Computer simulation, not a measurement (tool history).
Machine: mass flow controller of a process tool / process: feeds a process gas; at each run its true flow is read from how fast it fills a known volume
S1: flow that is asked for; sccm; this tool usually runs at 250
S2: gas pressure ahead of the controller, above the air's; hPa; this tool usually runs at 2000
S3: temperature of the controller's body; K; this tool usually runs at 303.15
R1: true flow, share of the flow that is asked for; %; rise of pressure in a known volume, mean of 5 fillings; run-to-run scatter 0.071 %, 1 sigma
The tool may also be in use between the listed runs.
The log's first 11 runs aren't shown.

Run 12, hour 3048.3: usual settings. Result: R1 99.95 %.
Run 13, hour 3238.4: usual settings. Result: R1 100 %.
Run 14, hour 3448.9: usual settings. Result: R1 99.93 %.
Run 15, hour 3681.7: usual settings. Result: R1 99.87 %.
Run 16, hour 3960.7: usual settings. Result: R1 99.94 %.
Run 17, hour 4180.1: usual settings. Result: R1 99.92 %.
Run 18, hour 4339.4: usual settings. Result: R1 100.02 %.
At hour 4465.6: controller's zero set anew.
Run 19, hour 4517.7: usual settings. Result: R1 99.94 %.
Run 20, hour 4691.5: usual settings. Result: R1 99.88 %.
Run 21, hour 4936.1: usual settings but S2 1460 hPa. Result: R1 100.08 %.
Run 22, hour 5204.5: usual settings but S1 67 sccm, S2 1460 hPa. Result: R1 99.82 %.
Run 23, hour 5533.9: usual settings but S1 67 sccm, S2 1460 hPa. Result: R1 99.99 %.
Run 24, hour 5805.9: usual settings but S1 67 sccm, S2 1460 hPa. Result: R1 99.95 %.
Run 25, hour 6008.9: usual settings but S1 72 sccm, S2 1530 hPa, S3 299.15 K. Result: R1 99.63 %.
Run 26, hour 6267: usual settings but S1 71 sccm, S2 2200 hPa. Result: R1 99.69 %.
Run 27, hour 6453.9: usual settings but S1 71 sccm, S2 1820 hPa, S3 310.15 K. Result: R1 100.23 %.
Run 28, hour 6628.1: usual settings but S1 71 sccm, S2 1820 hPa, S3 310.15 K. Result: R1 100.13 %.
Run 29, hour 6787.5: usual settings but S1 60 sccm, S2 1820 hPa, S3 305.15 K. Result: R1 99.85 %.
Run 30, hour 6947.6: usual settings but S1 60 sccm, S2 1820 hPa, S3 305.15 K. Result: R1 99.83 %.
Run 31, hour 7232.6: usual settings but S1 208 sccm, S2 2190 hPa, S3 295.15 K. Result: R1 99.48 %.

Forecast run 32:
Run 32, hour 7480: usual settings but S3 309.15 K. Result: R1 ?.

Run 32 measured R1 100.3 %.
On a tool with no hidden condition, and with the same random variation, this run would have come out at R1 100.31 %.
